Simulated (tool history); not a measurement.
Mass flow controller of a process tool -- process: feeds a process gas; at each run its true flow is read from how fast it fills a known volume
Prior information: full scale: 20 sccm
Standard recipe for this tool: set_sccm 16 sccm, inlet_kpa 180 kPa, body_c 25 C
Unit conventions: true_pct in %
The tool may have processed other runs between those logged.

run,day,set_sccm,inlet_kpa,body_c,true_pct
1,0.000,16,180,25,100.33
2,5.754,16,180,25,100.29
3,10.517,16,180,25,100.20
4,14.788,16,180,25,100.39
5,20.567,2,180,25,102.55
6,23.767,2,180,25,102.72
7,28.312,16,180,25,100.47
8,32.129,16,180,25,100.48
9,36.833,16,180,25,100.50
10,44.233,16,180,25,100.53
11,51.458,16,180,25,100.66
# day 52.133: controller's zero set anew
12,55.779,16,180,25,101.14
13,58.817,16,180,25,100.86

Run 14, settings as shown, results not yet in. Your forecast:
14,62.754,14,169,28,?

{"run 14": {"true_pct": 101.15}}
Take away the tool's hidden state, keep the run-to-run variation as it was, and the same run would have given true_pct 99.57 %.
